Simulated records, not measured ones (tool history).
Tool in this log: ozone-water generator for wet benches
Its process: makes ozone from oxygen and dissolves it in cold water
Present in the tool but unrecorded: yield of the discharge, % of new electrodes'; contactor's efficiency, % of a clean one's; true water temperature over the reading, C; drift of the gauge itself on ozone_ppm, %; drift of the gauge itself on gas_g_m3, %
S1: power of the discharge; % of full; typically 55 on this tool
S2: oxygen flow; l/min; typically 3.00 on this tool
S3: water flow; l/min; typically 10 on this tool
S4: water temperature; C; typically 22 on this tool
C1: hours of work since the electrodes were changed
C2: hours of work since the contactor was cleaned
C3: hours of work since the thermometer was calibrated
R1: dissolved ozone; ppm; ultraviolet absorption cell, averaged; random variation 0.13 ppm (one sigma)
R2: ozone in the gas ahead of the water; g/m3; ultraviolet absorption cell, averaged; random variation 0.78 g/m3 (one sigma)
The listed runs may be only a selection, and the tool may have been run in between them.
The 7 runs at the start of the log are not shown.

Run 8, hour 942.2: usual settings but S4 30 C; C1 3564; C2 4571; C3 2343. Result: R1 12.0 ppm, R2 116.2 g/m3.
Run 9, hour 1070.0: usual settings; C1 3664; C2 4671; C3 2443. Result: R1 13.7 ppm, R2 116.5 g/m3.
Run 10, hour 1232.9: usual settings; C1 3791; C2 4798; C3 2570. Result: R1 13.7 ppm, R2 117.6 g/m3.
Run 11, hour 1416.3: usual settings; C1 3935; C2 4942; C3 2714. Result: R1 13.5 ppm, R2 116.4 g/m3.
Run 12, hour 1528.4: usual settings; C1 4023; C2 5030; C3 2801. Result: R1 13.5 ppm, R2 117.4 g/m3.
At hour 1540.3: water thermometer calibrated.
Run 13, hour 1631.9: usual settings; C1 4103; C2 5110; C3 72. Result: R1 13.6 ppm, R2 114.6 g/m3.
Run 14, hour 1802.0: usual settings; C1 4236; C2 5243; C3 205. Result: R1 13.5 ppm, R2 114.8 g/m3.
Run 15, hour 1954.6: usual settings but S2 3.99 l/min; C1 4356; C2 5363; C3 324. Result: R1 12.6 ppm, R2 94.7 g/m3.
Run 16, hour 2070.0: usual settings; C1 4446; C2 5453; C3 414. Result: R1 13.5 ppm, R2 115.0 g/m3.
At hour 2164.1: water thermometer calibrated, once more.
Run 17, hour 2233.2: usual settings but S2 4.12 l/min, S4 24 C; C1 4573; C2 5580; C3 54. Result: R1 12.3 ppm, R2 93.4 g/m3.
Run 18, hour 2374.0: usual settings but S1 98 % of full, S2 2.07 l/min, S4 27 C; C1 4684; C2 5691; C3 164. Result: R1 21.6 ppm, R2 241.1 g/m3.
At hour 2468.3: contactor cleaned.
Run 19, hour 2568.9: usual settings but S1 62 % of full, S2 2.23 l/min, S4 17 C; C1 4833; C2 79; C3 314. Result: R1 17.0 ppm, R2 153.3 g/m3.
Run 20, hour 2713.3: usual settings but S1 62 % of full, S2 2.23 l/min, S4 17 C; C1 4946; C2 192; C3 427. Result: R1 17.0 ppm, R2 153.9 g/m3.
Run 21, hour 2829.1: usual settings but S1 62 % of full, S2 2.23 l/min, S4 17 C; C1 5037; C2 282; C3 517. Result: R1 17.0 ppm, R2 154.3 g/m3.
Run 22, hour 2985.1: usual settings but S1 62 % of full, S2 2.23 l/min, S4 17 C; C1 5159; C2 404; C3 639. Result: R1 16.8 ppm, R2 153.5 g/m3.
Run 23, hour 3086.5: usual settings but S1 42 % of full, S2 1.89 l/min, S3 13 l/min, S4 21 C; C1 5238; C2 484; C3 719. Result: R1 9.5 ppm, R2 123.9 g/m3.
Run 24, hour 3184.6: usual settings but S1 96 % of full; C1 5315; C2 560; C3 795. Result: R1 21.9 ppm, R2 184.6 g/m3.
Run 25, hour 3304.7: usual settings but S2 1.76 l/min, S4 19 C; C1 5409; C2 654; C3 889. Result: R1 14.9 ppm, R2 162.2 g/m3.
Run 26, hour 3453.2: usual settings but S3 6 l/min, S4 19 C; C1 5525; C2 771; C3 1006. Result: R1 19.5 ppm, R2 115.6 g/m3.
Run 27, hour 3572.4: usual settings but S3 6 l/min, S4 21 C; C1 5618; C2 864; C3 1099. Result: R1 18.7 ppm, R2 114.4 g/m3.
Run 28, hour 3717.5: usual settings but S1 46 % of full, S2 4.69 l/min, S3 9 l/min, S4 25 C; C1 5732; C2 977; C3 1212. Result: R1 10.4 ppm, R2 73.8 g/m3.
Run 29, hour 3860.4: usual settings but S2 4.07 l/min; C1 5843; C2 1089; C3 1324. Result: R1 12.8 ppm, R2 92.0 g/m3.

Expected results for the next run?
Run 30, hour 3992.5: usual settings but S1 88 % of full, S2 4.87 l/min, S3 7 l/min, S4 16 C; C1 5947; C2 1193; C3 1428. Result: R1 ?, R2 ?.

R1: 24.4 ppm
R2: 123.8 g/m3
Without the tool's hidden state the same run would have given R1 26.5 ppm, R2 133.4 g/m3.

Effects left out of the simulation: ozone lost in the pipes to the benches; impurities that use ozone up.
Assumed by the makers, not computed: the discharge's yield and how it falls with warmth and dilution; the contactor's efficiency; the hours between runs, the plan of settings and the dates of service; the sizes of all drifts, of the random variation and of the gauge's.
